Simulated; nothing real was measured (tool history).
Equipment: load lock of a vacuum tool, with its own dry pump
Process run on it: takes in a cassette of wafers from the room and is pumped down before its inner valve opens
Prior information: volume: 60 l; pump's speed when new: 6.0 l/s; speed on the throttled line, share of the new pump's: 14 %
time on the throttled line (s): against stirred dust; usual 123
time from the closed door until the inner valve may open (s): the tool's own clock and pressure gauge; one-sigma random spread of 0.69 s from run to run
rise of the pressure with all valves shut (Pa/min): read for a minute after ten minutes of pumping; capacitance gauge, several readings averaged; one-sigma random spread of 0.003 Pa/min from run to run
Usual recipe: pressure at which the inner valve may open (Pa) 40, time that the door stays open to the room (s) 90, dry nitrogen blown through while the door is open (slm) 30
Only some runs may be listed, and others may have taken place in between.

| run | day | time on the throttled line (s) | pressure at which the inner valve may open (Pa) | time that the door stays open to the room (s) | dry nitrogen blown through while the door is open (slm) | incoming humidity of the room's air, % | time from the closed door until the inner valve may open (s) | rise of the pressure with all valves shut (Pa/min) |
|---|---|---|---|---|---|---|---|---|
| 1 | 0 | 123 | 40 | 90 | 30 | 46.4 | 190.1 | 0.066 |
| 2 | 5.633 | 123 | 40 | 90 | 30 | 42.7 | 190.2 | 0.06 |
| 3 | 11.317 | 123 | 40 | 90 | 30 | 47.6 | 189.9 | 0.063 |
| 4 | 15.433 | 123 | 40 | 90 | 30 | 46.2 | 190.8 | 0.062 |
| 5 | 20.488 | 123 | 40 | 90 | 30 | 45 | 190.5 | 0.073 |
| 6 | 25.1 | 123 | 29 | 90 | 30 | 44.7 | 193.2 | 0.067 |
| 7 | 28.05 | 221 | 40 | 90 | 30 | 43.3 | 274.4 | 0.073 |
| 8 | 31.808 | 221 | 40 | 90 | 30 | 42.5 | 273.6 | 0.073 |
| 9 | 36.346 | 221 | 40 | 90 | 30 | 42.7 | 273.8 | 0.077 |
| 10 | 39.488 | 123 | 40 | 26 | 30 | 42.9 | 191.9 | 0.069 |
| 11 | 43.975 | 123 | 40 | 26 | 30 | 46.5 | 189.4 | 0.075 |
| 12 | 50.392 | 123 | 40 | 26 | 30 | 45.6 | 190.8 | 0.071 |
| 13 | 53.262 | 123 | 40 | 26 | 30 | 49.9 | 191.2 | 0.07 |
| 14 | 59.779 | 123 | 40 | 224 | 21 | 42.4 | 191.7 | 0.099 |
| 15 | 63.288 | 96 | 60 | 90 | 30 | 45.8 | 164 | 0.09 |
| 16 | 69.196 | 96 | 60 | 90 | 36 | 40.2 | 163.2 | 0.083 |
| 17 | 72.425 | 68 | 34 | 90 | 8 | 44.3 | 146.4 | 0.103 |
| 18 | 75.292 | 123 | 60 | 57 | 30 | 45.3 | 187.1 | 0.091 |
| 19 | 79.142 | 147 | 49 | 90 | 10 | 43.6 | 209.5 | 0.108 |
| 20 | 82.612 | 109 | 60 | 37 | 14 | 45 | 174.3 | 0.093 |

Selected run-to-run steps in time from the closed door until the inner valve may open (s), each split into two signed amounts: the part the tool would show with no hidden state at all (from settings, incoming material and random variation), and the remainder, which goes to the hidden state together with any gauge scatter not common to the measured and the hidden-state-free results:
The hidden state here: pump's speed, % of a new pump's; leak at the door's seal, Pa l/s; drift of the gauge itself on ready_s, %; drift of the gauge itself on rise_pa_min, %.
Run 6 -> 7: time on the throttled line (s) 123 -> 221, pressure at which the inner valve may open (Pa) 29 -> 40. time from the closed door until the inner valve may open (s) +81.2: hidden state -1.9, all else +83.1.
Run 9 -> 10: time on the throttled line (s) 221 -> 123, time that the door stays open to the room (s) 90 -> 26. time from the closed door until the inner valve may open (s) -81.9: hidden state +1.5, all else -83.4.

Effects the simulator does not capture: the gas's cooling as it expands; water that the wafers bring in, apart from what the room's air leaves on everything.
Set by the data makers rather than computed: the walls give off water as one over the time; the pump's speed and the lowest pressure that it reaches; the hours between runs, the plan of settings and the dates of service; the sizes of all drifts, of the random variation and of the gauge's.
